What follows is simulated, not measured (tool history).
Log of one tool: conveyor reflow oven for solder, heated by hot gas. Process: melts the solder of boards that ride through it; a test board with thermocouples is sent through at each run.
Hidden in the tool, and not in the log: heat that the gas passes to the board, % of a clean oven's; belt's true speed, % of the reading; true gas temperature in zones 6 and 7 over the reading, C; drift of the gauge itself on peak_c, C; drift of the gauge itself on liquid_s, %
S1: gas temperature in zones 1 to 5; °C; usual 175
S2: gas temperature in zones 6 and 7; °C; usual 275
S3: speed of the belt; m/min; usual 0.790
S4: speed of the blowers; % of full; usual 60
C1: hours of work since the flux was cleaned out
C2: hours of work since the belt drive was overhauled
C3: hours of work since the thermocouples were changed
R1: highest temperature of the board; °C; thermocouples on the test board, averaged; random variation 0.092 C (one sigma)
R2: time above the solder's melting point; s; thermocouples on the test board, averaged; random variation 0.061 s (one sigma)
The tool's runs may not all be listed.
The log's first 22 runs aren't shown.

{"run": 23, "day": 12.796, "S1": 188, "S2": 275, "S3": 0.79, "S4": 55, "C1": 40, "C2": 278, "C3": 464, "R1": 260.14, "R2": 53.66}
{"run": 24, "day": 13.596, "S1": 188, "S2": 286, "S3": 0.774, "S4": 55, "C1": 54, "C2": 293, "C3": 478, "R1": 270.68, "R2": 58.88}
{"run": 25, "day": 14.3, "S1": 188, "S2": 286, "S3": 0.774, "S4": 55, "C1": 67, "C2": 306, "C3": 491, "R1": 270.63, "R2": 58.95}
{"run": 26, "day": 14.971, "S1": 184, "S2": 275, "S3": 0.774, "S4": 55, "C1": 80, "C2": 318, "C3": 504, "R1": 259.97, "R2": 53.53}
{"run": 27, "day": 15.671, "S1": 175, "S2": 275, "S3": 0.926, "S4": 60, "C1": 93, "C2": 331, "C3": 517, "R1": 253.85, "R2": 38.94}
{"run": 28, "day": 16.225, "S1": 175, "S2": 279, "S3": 0.79, "S4": 60, "C1": 103, "C2": 341, "C3": 527, "R1": 262.93, "R2": 51.19}
{"run": 29, "day": 16.767, "S1": 167, "S2": 279, "S3": 0.753, "S4": 77, "C1": 113, "C2": 351, "C3": 537, "R1": 267.9, "R2": 54.24}
{"run": 30, "day": 17.55, "S1": 169, "S2": 279, "S3": 0.753, "S4": 77, "C1": 128, "C2": 366, "C3": 552, "R1": 267.88, "R2": 54.83}
{"run": 31, "day": 18.321, "S1": 164, "S2": 275, "S3": 0.79, "S4": 60, "C1": 142, "C2": 380, "C3": 566, "R1": 257.7, "R2": 45.89}

Forecast each of these 4 alternatives for the next run:
{"run": "A", "day": 18.717, "S1": 170, "S2": 275, "S3": 0.86, "S4": 60, "C1": 149, "C2": 388, "C3": 573, "R1": "?", "R2": "?"}
{"run": "B", "day": 18.717, "S1": 175, "S2": 275, "S3": 0.79, "S4": 52, "C1": 149, "C2": 388, "C3": 573, "R1": "?", "R2": "?"}
{"run": "C", "day": 18.717, "S1": 164, "S2": 275, "S3": 0.924, "S4": 55, "C1": 149, "C2": 388, "C3": 573, "R1": "?", "R2": "?"}
{"run": "D", "day": 18.717, "S1": 175, "S2": 275, "S3": 0.79, "S4": 51, "C1": 149, "C2": 388, "C3": 573, "R1": "?", "R2": "?"}

run=A R1=255.64 R2=42.15
run=B R1=256.69 R2=47.78
run=C R1=249.32 R2=33.81
run=D R1=256.30 R2=47.53
Without the tool's hidden state the same runs would have given:
run=A R1=255.68 R2=42.16
run=B R1=256.72 R2=47.79
run=C R1=249.36 R2=33.83
run=D R1=256.33 R2=47.54
